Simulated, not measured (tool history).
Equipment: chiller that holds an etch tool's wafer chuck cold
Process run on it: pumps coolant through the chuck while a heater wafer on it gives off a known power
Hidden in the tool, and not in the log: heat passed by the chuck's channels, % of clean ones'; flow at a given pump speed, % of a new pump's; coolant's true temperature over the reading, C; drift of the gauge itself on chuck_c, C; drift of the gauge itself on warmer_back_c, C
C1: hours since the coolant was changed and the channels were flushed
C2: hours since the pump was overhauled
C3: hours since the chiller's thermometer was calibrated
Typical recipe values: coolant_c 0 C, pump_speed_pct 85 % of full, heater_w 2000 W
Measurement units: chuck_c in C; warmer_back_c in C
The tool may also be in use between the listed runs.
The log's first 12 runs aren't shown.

run 13 hour=870.8 | coolant_c=0 pump_speed_pct=98 heater_w=2000 | C1=4190 C2=4060 C3=3101 | chuck_c=14.6 warmer_back_c=7.21
run 14 hour=960.6 | coolant_c=0 pump_speed_pct=98 heater_w=2000 | C1=4280 C2=4150 C3=3191 | chuck_c=14.4 warmer_back_c=7.21
run 15 hour=1038.1 | coolant_c=-4 pump_speed_pct=85 heater_w=2000 | C1=4357 C2=4227 C3=3268 | chuck_c=12 warmer_back_c=8.41
run 16 hour=1090 | coolant_c=-4 pump_speed_pct=85 heater_w=2000 | C1=4409 C2=4279 C3=3320 | chuck_c=12.1 warmer_back_c=8.43
run 17 hour=1182.5 | coolant_c=-4 pump_speed_pct=85 heater_w=2000 | C1=4502 C2=4372 C3=3413 | chuck_c=11.9 warmer_back_c=8.49
run 18 hour=1241.9 | coolant_c=6 pump_speed_pct=85 heater_w=2000 | C1=4561 C2=4431 C3=3472 | chuck_c=21.9 warmer_back_c=8.39
run 19 hour=1322.4 | coolant_c=6 pump_speed_pct=85 heater_w=2000 | C1=4642 C2=4512 C3=3552 | chuck_c=22 warmer_back_c=8.44
run 20 hour=1384.1 | coolant_c=-8 pump_speed_pct=61 heater_w=2000 | C1=4703 C2=4574 C3=3614 | chuck_c=12.2 warmer_back_c=11.88

Run 21, settings as shown, results not yet in. Your forecast:
run 21 hour=1476.3 | coolant_c=-3 pump_speed_pct=63 heater_w=1070 | C1=4795 C2=4666 C3=3706 | chuck_c=? warmer_back_c=?

{"run 21": {"chuck_c": 7.6, "warmer_back_c": 6.34}}
Minus the tool's unlogged condition, the same run would have read chuck_c 7.5 C, warmer_back_c 6.03 C.

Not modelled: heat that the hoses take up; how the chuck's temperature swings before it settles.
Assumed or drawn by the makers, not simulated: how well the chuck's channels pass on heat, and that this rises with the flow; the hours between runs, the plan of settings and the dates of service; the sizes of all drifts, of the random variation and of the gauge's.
